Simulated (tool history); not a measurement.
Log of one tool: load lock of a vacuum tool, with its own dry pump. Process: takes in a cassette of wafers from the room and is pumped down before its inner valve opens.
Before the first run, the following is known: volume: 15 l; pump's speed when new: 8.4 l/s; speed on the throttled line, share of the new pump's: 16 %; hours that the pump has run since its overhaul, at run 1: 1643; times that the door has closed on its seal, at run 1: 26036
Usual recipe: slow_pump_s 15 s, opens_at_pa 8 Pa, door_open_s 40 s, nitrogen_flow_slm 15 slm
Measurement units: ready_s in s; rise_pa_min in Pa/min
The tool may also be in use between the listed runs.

run	hour	slow_pump_s	opens_at_pa	door_open_s	nitrogen_flow_slm	hours that the pump has run since its overhaul	times that the door has closed on its seal	incoming humidity of the room's air, %	ready_s	rise_pa_min
1	0	15	8	40	15	1643	26036	46.6	30.1	0.156
2	240.7	15	8	40	15	1883	26765	42.9	30.4	0.163
3	418	15	8	40	15	2061	27302	44.3	29.9	0.173
4	600.9	15	8	40	15	2244	27856	42.1	30.1	0.168
5	751	15	8	40	15	2394	28310	46.1	29.9	0.178
6	988.9	15	8	40	9	2632	29031	40.3	30.6	0.193
7	1216.7	15	8	40	9	2859	29720	43.8	30	0.201
8	1417.7	15	8	40	9	3060	30329	45.4	30.8	0.205
9	1517.8	12	8	40	4	3160	30632	46.8	27.6	0.225
10	1747.7	13	8	40	9	3390	31328	46.5	29.7	0.212
11	1932.5	9	8	168	15	3575	31887	48.4	24.9	0.236
12	2140.8	9	8	168	27	3783	32518	43.4	25.5	0.222
13	2373.3	9	8	30	14	4016	33222	42.7	26	0.216

Below are 4 alternative next runs, each starting from the tool's condition after run 13. Predict each:
A	2600.6	12	8	35	14	4243	33910	42.9	?	?
B	2600.6	12	13	40	15	4243	33910	43.6	?	?
C	2600.6	9	8	30	5	4243	33910	45	?	?
D	2600.6	8	8	40	15	4243	33910	43	?	?

run	ready_s	rise_pa_min
A	28	0.225
B	26.8	0.233
C	26	0.24
D	24.8	0.229
Without the tool's unlogged condition, the same runs would have read:
run	ready_s	rise_pa_min
A	27	0.029
B	25.9	0.031
C	25	0.042
D	23.8	0.028

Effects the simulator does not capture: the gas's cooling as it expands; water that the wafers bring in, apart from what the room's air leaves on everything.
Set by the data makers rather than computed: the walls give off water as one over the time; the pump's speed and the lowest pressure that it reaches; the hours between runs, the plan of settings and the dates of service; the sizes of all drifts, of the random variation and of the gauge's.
